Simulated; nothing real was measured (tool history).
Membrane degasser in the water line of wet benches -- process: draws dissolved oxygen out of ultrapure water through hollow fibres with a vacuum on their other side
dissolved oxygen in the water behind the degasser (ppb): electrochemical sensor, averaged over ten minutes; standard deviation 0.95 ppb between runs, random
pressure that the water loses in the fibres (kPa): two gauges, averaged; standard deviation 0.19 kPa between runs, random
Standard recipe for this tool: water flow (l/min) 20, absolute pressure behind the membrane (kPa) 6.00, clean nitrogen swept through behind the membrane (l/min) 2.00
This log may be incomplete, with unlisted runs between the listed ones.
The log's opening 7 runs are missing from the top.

run	hour	water flow (l/min)	absolute pressure behind the membrane (kPa)	clean nitrogen swept through behind the membrane (l/min)	dissolved oxygen in the water behind the degasser (ppb)	pressure that the water loses in the fibres (kPa)
8	549.1	22	6.00	2.00	105.2	45.08
9	601.7	20	6.00	2.00	92.7	41.16
10	693.9	20	6.00	2.00	93.5	41.34
11	750.0	20	6.00	2.00	92.0	41.22
12	853.5	20	6.00	2.00	93.2	41.15
13	930.1	20	6.00	2.00	95.2	41.12
14	1028.7	20	5.66	2.00	87.1	41.18
15	1117.0	20	5.66	2.00	86.6	41.26
16	1196.3	20	5.66	2.00	85.4	41.20
17	1273.0	19	7.88	1.34	174.1	39.44
18	1327.4	14	6.00	1.00	105.4	29.08
19	1384.5	20	7.28	2.00	126.1	41.25
20	1462.8	20	7.28	2.35	110.5	41.62
21	1554.3	20	10.81	4.90	104.0	41.51
22	1623.8	20	3.77	1.79	43.7	41.12
23	1676.2	13	4.05	1.79	25.5	26.77
24	1733.0	20	5.51	3.85	57.2	41.43
25	1807.2	20	7.26	3.85	78.4	40.90
26	1855.2	20	7.26	3.85	78.1	41.58
27	1947.7	20	7.26	3.85	79.1	41.34

Run 28, settings as shown, results not yet in. Your forecast:
# hour 1993.3: seals of the vacuum lines changed
28	2002.0	20	7.26	3.85	?	?

{"run 28": {"dissolved oxygen in the water behind the degasser (ppb)": 77.3, "pressure that the water loses in the fibres (kPa)": 41.51}}
On a tool with no hidden condition, and with the same random variation, this run would have come out at dissolved oxygen in the water behind the degasser (ppb) 74.7, pressure that the water loses in the fibres (kPa) 41.17.

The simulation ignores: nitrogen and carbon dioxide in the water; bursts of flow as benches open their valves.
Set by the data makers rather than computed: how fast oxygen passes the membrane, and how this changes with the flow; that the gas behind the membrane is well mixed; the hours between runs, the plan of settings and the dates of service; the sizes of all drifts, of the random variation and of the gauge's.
